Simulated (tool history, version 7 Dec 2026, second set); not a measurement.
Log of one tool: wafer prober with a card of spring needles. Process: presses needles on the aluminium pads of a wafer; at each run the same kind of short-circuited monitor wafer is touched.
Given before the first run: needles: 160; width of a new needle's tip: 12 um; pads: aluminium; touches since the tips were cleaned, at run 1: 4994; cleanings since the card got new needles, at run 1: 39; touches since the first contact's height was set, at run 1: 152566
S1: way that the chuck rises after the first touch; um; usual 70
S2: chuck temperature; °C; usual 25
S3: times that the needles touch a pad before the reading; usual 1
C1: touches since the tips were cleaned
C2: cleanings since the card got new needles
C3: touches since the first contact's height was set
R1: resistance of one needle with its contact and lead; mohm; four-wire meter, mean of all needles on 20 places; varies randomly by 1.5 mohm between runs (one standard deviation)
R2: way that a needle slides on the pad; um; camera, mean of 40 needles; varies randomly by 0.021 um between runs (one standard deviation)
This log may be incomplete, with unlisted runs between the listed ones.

{"run": 1, "hour": 0.0, "S1": 70, "S2": 25, "S3": 1, "C1": 4994, "C2": 39, "C3": 152566, "R1": 235, "R2": 10.76}
{"hour": 5.4, "done": "tips cleaned on abrasive film"}
{"run": 2, "hour": 16.7, "S1": 70, "S2": 25, "S3": 1, "C1": 7103, "C2": 40, "C3": 162982, "R1": 291, "R2": 10.69}
{"hour": 19.1, "done": "tips cleaned on abrasive film"}
{"run": 3, "hour": 27.1, "S1": 70, "S2": 25, "S3": 1, "C1": 4985, "C2": 41, "C3": 169424, "R1": 240, "R2": 10.65}
{"hour": 32.6, "done": "tips cleaned on abrasive film"}
{"run": 4, "hour": 44.1, "S1": 70, "S2": 25, "S3": 1, "C1": 7246, "C2": 42, "C3": 180021, "R1": 255, "R2": 10.66}
{"hour": 45.8, "done": "tips cleaned on abrasive film"}
{"hour": 59.3, "done": "tips cleaned on abrasive film"}
{"run": 5, "hour": 62.0, "S1": 70, "S2": 25, "S3": 1, "C1": 1710, "C2": 44, "C3": 191133, "R1": 190, "R2": 10.67}
{"hour": 73.1, "done": "tips cleaned on abrasive film"}
{"run": 6, "hour": 76.1, "S1": 70, "S2": 25, "S3": 1, "C1": 1911, "C2": 45, "C3": 199898, "R1": 194, "R2": 10.66}
{"hour": 86.9, "done": "tips cleaned on abrasive film"}
{"run": 7, "hour": 87.2, "S1": 70, "S2": 25, "S3": 1, "C1": 156, "C2": 46, "C3": 206760, "R1": 157, "R2": 10.62}
{"hour": 100.4, "done": "tips cleaned on abrasive film"}
{"run": 8, "hour": 100.4, "S1": 70, "S2": 25, "S3": 1, "C1": 0, "C2": 47, "C3": 215001, "R1": 149, "R2": 10.65}
{"run": 9, "hour": 108.6, "S1": 70, "S2": 25, "S3": 1, "C1": 5128, "C2": 47, "C3": 220129, "R1": 240, "R2": 10.63}
{"hour": 114.4, "done": "tips cleaned on abrasive film, once more"}
{"run": 10, "hour": 120.1, "S1": 70, "S2": 25, "S3": 1, "C1": 3577, "C2": 48, "C3": 227234, "R1": 221, "R2": 10.61}
{"hour": 126.7, "done": "height of the first contact set anew"}
{"hour": 128.0, "done": "tips cleaned on abrasive film"}
{"run": 11, "hour": 132.2, "S1": 62, "S2": 25, "S3": 1, "C1": 2637, "C2": 49, "C3": 3388, "R1": 229, "R2": 9.65}
{"hour": 141.8, "done": "tips cleaned on abrasive film"}
{"run": 12, "hour": 146.5, "S1": 62, "S2": 25, "S3": 1, "C1": 2961, "C2": 50, "C3": 12305, "R1": 231, "R2": 9.62}
{"hour": 154.8, "done": "tips cleaned on abrasive film"}
{"run": 13, "hour": 162.4, "S1": 62, "S2": 25, "S3": 1, "C1": 4754, "C2": 51, "C3": 22207, "R1": 245, "R2": 9.58}
{"hour": 169.3, "done": "tips cleaned on abrasive film"}
{"run": 14, "hour": 178.4, "S1": 69, "S2": 43, "S3": 2, "C1": 5744, "C2": 52, "C3": 32180, "R1": 206, "R2": 10.64}
{"hour": 183.5, "done": "tips cleaned on abrasive film"}
{"run": 15, "hour": 188.7, "S1": 69, "S2": 43, "S3": 2, "C1": 3276, "C2": 53, "C3": 38544, "R1": 188, "R2": 10.66}
{"hour": 196.8, "done": "tips cleaned on abrasive film"}
{"run": 16, "hour": 204.5, "S1": 61, "S2": 45, "S3": 1, "C1": 4779, "C2": 54, "C3": 48361, "R1": 266, "R2": 9.44}
{"hour": 210.2, "done": "tips cleaned on abrasive film"}
{"run": 17, "hour": 215.6, "S1": 61, "S2": 45, "S3": 1, "C1": 3383, "C2": 55, "C3": 55276, "R1": 227, "R2": 9.41}
{"hour": 224.0, "done": "tips cleaned on abrasive film"}
{"run": 18, "hour": 224.5, "S1": 70, "S2": 102, "S3": 1, "C1": 323, "C2": 56, "C3": 60778, "R1": 175, "R2": 10.78}
{"hour": 237.0, "done": "tips cleaned on abrasive film"}
{"run": 19, "hour": 242.1, "S1": 70, "S2": 102, "S3": 2, "C1": 3206, "C2": 57, "C3": 71777, "R1": 189, "R2": 10.79}
{"hour": 250.4, "done": "tips cleaned on abrasive film"}
{"run": 20, "hour": 250.4, "S1": 70, "S2": 102, "S3": 2, "C1": 0, "C2": 58, "C3": 76896, "R1": 162, "R2": 10.79}
{"hour": 264.5, "done": "tips cleaned on abrasive film"}
{"run": 21, "hour": 267.2, "S1": 57, "S2": 25, "S3": 1, "C1": 1748, "C2": 59, "C3": 87392, "R1": 213, "R2": 8.77}
{"hour": 277.9, "done": "tips cleaned on abrasive film"}
{"run": 22, "hour": 284.2, "S1": 57, "S2": 25, "S3": 1, "C1": 3938, "C2": 60, "C3": 97963, "R1": 250, "R2": 8.77}
{"hour": 291.6, "done": "tips cleaned on abrasive film"}
{"run": 23, "hour": 297.4, "S1": 76, "S2": 94, "S3": 2, "C1": 3632, "C2": 61, "C3": 106188, "R1": 192, "R2": 11.72}
{"hour": 305.2, "done": "tips cleaned on abrasive film"}
{"run": 24, "hour": 306.4, "S1": 76, "S2": 94, "S3": 2, "C1": 775, "C2": 62, "C3": 111768, "R1": 163, "R2": 11.7}

Here are 4 independent what-if runs from the current tool condition. What would each one return?
{"run": "A", "hour": 316.2, "S1": 76, "S2": 94, "S3": 1, "C1": 6892, "C2": 62, "C3": 117885, "R1": "?", "R2": "?"}
{"run": "B", "hour": 316.2, "S1": 52, "S2": 62, "S3": 1, "C1": 6892, "C2": 62, "C3": 117885, "R1": "?", "R2": "?"}
{"run": "C", "hour": 316.2, "S1": 89, "S2": 33, "S3": 2, "C1": 6892, "C2": 62, "C3": 117885, "R1": "?", "R2": "?"}
{"run": "D", "hour": 316.2, "S1": 73, "S2": 94, "S3": 2, "C1": 6892, "C2": 62, "C3": 117885, "R1": "?", "R2": "?"}

run=A R1=248 R2=11.71
run=B R1=328 R2=7.97
run=C R1=186 R2=13.74
run=D R1=211 R2=11.18
Take away the tool's hidden state, keep each run's random variation, and the runs would have read:
run=A R1=152 R2=11.82
run=B R1=149 R2=8.08
run=C R1=136 R2=13.85
run=D R1=150 R2=11.29

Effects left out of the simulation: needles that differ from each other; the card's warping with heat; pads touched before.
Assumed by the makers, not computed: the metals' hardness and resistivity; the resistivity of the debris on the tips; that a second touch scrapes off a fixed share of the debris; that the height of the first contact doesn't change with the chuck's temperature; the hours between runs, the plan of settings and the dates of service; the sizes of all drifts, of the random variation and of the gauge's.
